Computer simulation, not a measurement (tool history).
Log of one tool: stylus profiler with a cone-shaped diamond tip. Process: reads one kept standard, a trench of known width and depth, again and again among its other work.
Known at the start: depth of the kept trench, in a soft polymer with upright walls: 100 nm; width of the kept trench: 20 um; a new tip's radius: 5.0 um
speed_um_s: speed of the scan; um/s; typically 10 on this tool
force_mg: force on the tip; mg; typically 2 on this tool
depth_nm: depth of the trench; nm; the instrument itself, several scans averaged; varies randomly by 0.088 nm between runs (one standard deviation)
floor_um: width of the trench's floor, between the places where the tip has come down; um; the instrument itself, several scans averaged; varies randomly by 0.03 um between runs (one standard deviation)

run	hour	speed_um_s	force_mg	depth_nm	floor_um
1	0	10	2	101.2	17.87
2	13.5	10	1.16	100.8	17.86
3	23.8	10	2	101.24	17.84
4	39.5	10	3.7	101.78	17.9
5	55.6	10	2	101.2	17.82
6	70	10	2	101.21	17.87
7	78.9	10	2	101.06	17.89
8	91.5	10	2	101.26	17.87
9	109.9	10	2	101.17	17.9
10	120.2	10	4.67	102.12	17.85
11	136.6	10	4.67	102.16	17.9
# hour 137.9: height scale calibrated on a step standard
12	145.4	10	4.67	102.07	17.88
13	153.3	10	4.67	102.23	17.88
14	170.9	5	2.13	101.28	17.87
15	188.2	5	2.13	101.36	17.89
# hour 196.1: height scale calibrated on a step standard, once more
16	197	3	3.59	101.6	17.88
17	213.9	3	5.5	102.38	17.87

Measured minus without-hidden-state, run by run (identical run-to-run variation in each term; gauge scatter may differ):
What the log doesn't record here: radius of the tip, um; height scale over the true one, %; drift of the gauge itself on depth_nm, %; drift of the gauge itself on floor_um, %.
run	depth_nm	floor_um
1	+0.07	-0.07
2	+0.07	-0.08
3	+0.08	-0.07
4	+0.08	-0.08
5	+0.09	-0.08
6	+0.09	-0.08
7	+0.08	-0.08
8	+0.09	-0.08
9	+0.09	-0.09
10	+0.1	-0.09
11	+0.1	-0.09
12	+0.17	-0.09
13	+0.16	-0.09
14	+0.17	-0.1
15	+0.17	-0.1
16	+0.02	-0.1
17	+0.02	-0.11
